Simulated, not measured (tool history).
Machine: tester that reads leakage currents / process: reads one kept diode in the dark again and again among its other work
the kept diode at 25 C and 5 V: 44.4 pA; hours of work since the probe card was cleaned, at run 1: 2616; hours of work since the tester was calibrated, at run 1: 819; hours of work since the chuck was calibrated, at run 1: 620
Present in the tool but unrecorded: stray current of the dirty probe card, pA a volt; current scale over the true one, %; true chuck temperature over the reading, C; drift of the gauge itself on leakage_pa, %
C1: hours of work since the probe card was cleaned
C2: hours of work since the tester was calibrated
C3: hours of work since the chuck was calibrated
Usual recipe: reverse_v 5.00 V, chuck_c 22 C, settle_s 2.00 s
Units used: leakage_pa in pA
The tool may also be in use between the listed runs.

{"run": 1, "hour": 0.0, "reverse_v": 5.0, "chuck_c": 22, "settle_s": 2.0, "C1": 2616, "C2": 819, "C3": 620, "leakage_pa": 42.46}
{"run": 2, "hour": 24.9, "reverse_v": 5.0, "chuck_c": 22, "settle_s": 2.0, "C1": 2633, "C2": 836, "C3": 638, "leakage_pa": 42.46}
{"run": 3, "hour": 45.3, "reverse_v": 5.0, "chuck_c": 22, "settle_s": 2.0, "C1": 2648, "C2": 850, "C3": 652, "leakage_pa": 42.29}
{"run": 4, "hour": 73.8, "reverse_v": 5.0, "chuck_c": 22, "settle_s": 2.0, "C1": 2668, "C2": 870, "C3": 672, "leakage_pa": 42.31}
{"run": 5, "hour": 97.2, "reverse_v": 5.0, "chuck_c": 22, "settle_s": 5.78, "C1": 2684, "C2": 887, "C3": 688, "leakage_pa": 42.16}
{"hour": 102.2, "done": "chuck's temperature calibrated"}
{"run": 6, "hour": 124.6, "reverse_v": 1.96, "chuck_c": 41, "settle_s": 2.0, "C1": 2702, "C2": 904, "C3": 16, "leakage_pa": 77.52}
{"run": 7, "hour": 160.5, "reverse_v": 19.51, "chuck_c": 39, "settle_s": 1.42, "C1": 2727, "C2": 930, "C3": 41, "leakage_pa": 288.2}
{"run": 8, "hour": 198.1, "reverse_v": 7.37, "chuck_c": 30, "settle_s": 1.42, "C1": 2753, "C2": 956, "C3": 67, "leakage_pa": 88.42}
{"run": 9, "hour": 224.6, "reverse_v": 7.37, "chuck_c": 30, "settle_s": 1.42, "C1": 2772, "C2": 974, "C3": 86, "leakage_pa": 88.29}
{"run": 10, "hour": 256.0, "reverse_v": 7.37, "chuck_c": 30, "settle_s": 1.42, "C1": 2794, "C2": 996, "C3": 107, "leakage_pa": 88.32}

Forecast each of these 4 alternatives for the next run:
{"hour": 275.3, "done": "chuck's temperature calibrated, once more"}
{"run": "A", "hour": 289.1, "reverse_v": 7.37, "chuck_c": 30, "settle_s": 1.24, "C1": 2815, "C2": 1018, "C3": 10, "leakage_pa": "?"}
{"hour": 275.3, "done": "chuck's temperature calibrated, once more"}
{"run": "B", "hour": 289.1, "reverse_v": 7.37, "chuck_c": 30, "settle_s": 1.81, "C1": 2815, "C2": 1018, "C3": 10, "leakage_pa": "?"}
{"hour": 275.3, "done": "chuck's temperature calibrated, once more"}
{"run": "C", "hour": 289.1, "reverse_v": 12.21, "chuck_c": 30, "settle_s": 2.52, "C1": 2815, "C2": 1018, "C3": 10, "leakage_pa": "?"}
{"hour": 275.3, "done": "chuck's temperature calibrated, once more"}
{"run": "D", "hour": 289.1, "reverse_v": 5.0, "chuck_c": 58, "settle_s": 0.76, "C1": 2815, "C2": 1018, "C3": 10, "leakage_pa": "?"}

run=A leakage_pa=96.99
run=B leakage_pa=96.71
run=C leakage_pa=134.80
run=D leakage_pa=430.02
With no hidden state in the tool, these same runs would have given:
run=A leakage_pa=82.30
run=B leakage_pa=82.00
run=C leakage_pa=110.57
run=D leakage_pa=418.37

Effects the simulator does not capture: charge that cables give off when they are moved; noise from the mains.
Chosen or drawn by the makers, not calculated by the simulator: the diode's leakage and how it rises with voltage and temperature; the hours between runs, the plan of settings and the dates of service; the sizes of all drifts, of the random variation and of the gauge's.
